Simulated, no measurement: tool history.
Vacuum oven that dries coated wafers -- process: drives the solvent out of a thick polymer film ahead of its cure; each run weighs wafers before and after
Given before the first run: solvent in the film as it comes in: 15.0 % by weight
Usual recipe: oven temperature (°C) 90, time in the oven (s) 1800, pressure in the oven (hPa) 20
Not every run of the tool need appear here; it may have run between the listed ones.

{"run": 1, "day": 0.0, "oven temperature (°C)": 90, "time in the oven (s)": 1800, "pressure in the oven (hPa)": 20, "solvent left in the film (%)": 4.54}
{"run": 2, "day": 1.35, "oven temperature (°C)": 90, "time in the oven (s)": 1800, "pressure in the oven (hPa)": 20, "solvent left in the film (%)": 4.64}
{"run": 3, "day": 3.642, "oven temperature (°C)": 90, "time in the oven (s)": 1800, "pressure in the oven (hPa)": 20, "solvent left in the film (%)": 4.62}
{"run": 4, "day": 5.275, "oven temperature (°C)": 90, "time in the oven (s)": 1800, "pressure in the oven (hPa)": 20, "solvent left in the film (%)": 4.66}
{"run": 5, "day": 6.733, "oven temperature (°C)": 90, "time in the oven (s)": 1800, "pressure in the oven (hPa)": 20, "solvent left in the film (%)": 4.68}
{"run": 6, "day": 9.071, "oven temperature (°C)": 90, "time in the oven (s)": 1800, "pressure in the oven (hPa)": 20, "solvent left in the film (%)": 4.67}
{"run": 7, "day": 12.046, "oven temperature (°C)": 90, "time in the oven (s)": 1800, "pressure in the oven (hPa)": 20, "solvent left in the film (%)": 4.62}
{"run": 8, "day": 14.554, "oven temperature (°C)": 90, "time in the oven (s)": 2520, "pressure in the oven (hPa)": 20, "solvent left in the film (%)": 4.03}
{"run": 9, "day": 16.954, "oven temperature (°C)": 90, "time in the oven (s)": 2520, "pressure in the oven (hPa)": 20, "solvent left in the film (%)": 3.97}
{"run": 10, "day": 19.838, "oven temperature (°C)": 91, "time in the oven (s)": 1800, "pressure in the oven (hPa)": 20, "solvent left in the film (%)": 4.3}
{"run": 11, "day": 21.846, "oven temperature (°C)": 91, "time in the oven (s)": 1800, "pressure in the oven (hPa)": 20, "solvent left in the film (%)": 4.4}
{"run": 12, "day": 24.488, "oven temperature (°C)": 91, "time in the oven (s)": 1800, "pressure in the oven (hPa)": 20, "solvent left in the film (%)": 4.21}
{"run": 13, "day": 26.421, "oven temperature (°C)": 91, "time in the oven (s)": 1800, "pressure in the oven (hPa)": 20, "solvent left in the film (%)": 4.39}
{"run": 14, "day": 29.154, "oven temperature (°C)": 76, "time in the oven (s)": 1800, "pressure in the oven (hPa)": 20, "solvent left in the film (%)": 9.28}
{"run": 15, "day": 31.242, "oven temperature (°C)": 76, "time in the oven (s)": 1800, "pressure in the oven (hPa)": 20, "solvent left in the film (%)": 9.13}
{"run": 16, "day": 32.508, "oven temperature (°C)": 90, "time in the oven (s)": 1800, "pressure in the oven (hPa)": 20, "solvent left in the film (%)": 4.49}
{"run": 17, "day": 34.829, "oven temperature (°C)": 90, "time in the oven (s)": 1800, "pressure in the oven (hPa)": 20, "solvent left in the film (%)": 4.05}
{"run": 18, "day": 37.912, "oven temperature (°C)": 90, "time in the oven (s)": 1800, "pressure in the oven (hPa)": 20, "solvent left in the film (%)": 3.96}
{"run": 19, "day": 40.671, "oven temperature (°C)": 96, "time in the oven (s)": 1800, "pressure in the oven (hPa)": 20, "solvent left in the film (%)": 2.87}
{"run": 20, "day": 42.496, "oven temperature (°C)": 90, "time in the oven (s)": 1800, "pressure in the oven (hPa)": 62.2, "solvent left in the film (%)": 10.11}
{"run": 21, "day": 44.662, "oven temperature (°C)": 90, "time in the oven (s)": 1800, "pressure in the oven (hPa)": 46.2, "solvent left in the film (%)": 7.83}
{"run": 22, "day": 46.279, "oven temperature (°C)": 90, "time in the oven (s)": 1800, "pressure in the oven (hPa)": 46.2, "solvent left in the film (%)": 7.11}
{"run": 23, "day": 48.375, "oven temperature (°C)": 102, "time in the oven (s)": 2820, "pressure in the oven (hPa)": 20, "solvent left in the film (%)": 1.99}
{"run": 24, "day": 50.854, "oven temperature (°C)": 81, "time in the oven (s)": 1860, "pressure in the oven (hPa)": 59.5, "solvent left in the film (%)": 12.59}
{"run": 25, "day": 52.65, "oven temperature (°C)": 104, "time in the oven (s)": 1200, "pressure in the oven (hPa)": 59.5, "solvent left in the film (%)": 5.37}
{"run": 26, "day": 54.346, "oven temperature (°C)": 103, "time in the oven (s)": 2220, "pressure in the oven (hPa)": 12.4, "solvent left in the film (%)": 1.15}
{"run": 27, "day": 56.812, "oven temperature (°C)": 87, "time in the oven (s)": 2460, "pressure in the oven (hPa)": 11.1, "solvent left in the film (%)": 2.44}
{"run": 28, "day": 58.333, "oven temperature (°C)": 77, "time in the oven (s)": 2820, "pressure in the oven (hPa)": 11.7, "solvent left in the film (%)": 6.55}
{"run": 29, "day": 59.933, "oven temperature (°C)": 95, "time in the oven (s)": 1620, "pressure in the oven (hPa)": 14.1, "solvent left in the film (%)": 3.15}
{"run": 30, "day": 61.267, "oven temperature (°C)": 94, "time in the oven (s)": 1200, "pressure in the oven (hPa)": 52.3, "solvent left in the film (%)": 9.17}
{"run": 31, "day": 63.533, "oven temperature (°C)": 94, "time in the oven (s)": 1200, "pressure in the oven (hPa)": 52.3, "solvent left in the film (%)": 9.15}
{"run": 32, "day": 65.804, "oven temperature (°C)": 90, "time in the oven (s)": 2940, "pressure in the oven (hPa)": 20, "solvent left in the film (%)": 4.14}
{"run": 33, "day": 67.096, "oven temperature (°C)": 90, "time in the oven (s)": 2940, "pressure in the oven (hPa)": 20, "solvent left in the film (%)": 4.14}
{"run": 34, "day": 68.379, "oven temperature (°C)": 90, "time in the oven (s)": 2940, "pressure in the oven (hPa)": 20, "solvent left in the film (%)": 4.04}
{"run": 35, "day": 71.238, "oven temperature (°C)": 90, "time in the oven (s)": 2940, "pressure in the oven (hPa)": 20, "solvent left in the film (%)": 3.91}
{"run": 36, "day": 73.238, "oven temperature (°C)": 90, "time in the oven (s)": 2940, "pressure in the oven (hPa)": 20, "solvent left in the film (%)": 4.16}
{"run": 37, "day": 74.871, "oven temperature (°C)": 77, "time in the oven (s)": 1020, "pressure in the oven (hPa)": 14, "solvent left in the film (%)": 9.96}
{"run": 38, "day": 76.325, "oven temperature (°C)": 77, "time in the oven (s)": 1020, "pressure in the oven (hPa)": 14, "solvent left in the film (%)": 9.93}
{"run": 39, "day": 77.771, "oven temperature (°C)": 77, "time in the oven (s)": 1020, "pressure in the oven (hPa)": 14, "solvent left in the film (%)": 9.78}
{"run": 40, "day": 79.783, "oven temperature (°C)": 77, "time in the oven (s)": 1020, "pressure in the oven (hPa)": 14, "solvent left in the film (%)": 9.92}
{"run": 41, "day": 82.767, "oven temperature (°C)": 95, "time in the oven (s)": 2760, "pressure in the oven (hPa)": 32.8, "solvent left in the film (%)": 4.99}
{"run": 42, "day": 85.812, "oven temperature (°C)": 90, "time in the oven (s)": 1920, "pressure in the oven (hPa)": 32.8, "solvent left in the film (%)": 6.74}
{"run": 43, "day": 88.754, "oven temperature (°C)": 90, "time in the oven (s)": 1920, "pressure in the oven (hPa)": 32.8, "solvent left in the film (%)": 6.74}

Withheld: 3 entries from between the runs. Position of each, and hidden state at the listed run before versus the listed run after:
Run 16 -> run 17: vacuum gauge cleaned of residue and calibrated (day 34.467)
  true wafer temperature over the reading, C: 3.16 -> 3.22; true pressure over the reading, kPa: 0.303 -> -0.005
  the result without the hidden state subtracted from the measured one, solvent left in the film (%): -0.42 -> -0.89
Run 21 -> run 22: oven's thermocouples calibrated (day 45.771)
  true wafer temperature over the reading, C: 3.48 -> 5.12; true pressure over the reading, kPa: 0.013 -> 0.015
  the result without the hidden state subtracted from the measured one, solvent left in the film (%): -1.25 -> -1.77
Run 27 -> run 28: oven's thermocouples calibrated, once more (day 57.108)
  true wafer temperature over the reading, C: 5.42 -> -0.19; true pressure over the reading, kPa: 0.034 -> 0.037
  the result without the hidden state subtracted from the measured one, solvent left in the film (%): -1.1 -> +0.15

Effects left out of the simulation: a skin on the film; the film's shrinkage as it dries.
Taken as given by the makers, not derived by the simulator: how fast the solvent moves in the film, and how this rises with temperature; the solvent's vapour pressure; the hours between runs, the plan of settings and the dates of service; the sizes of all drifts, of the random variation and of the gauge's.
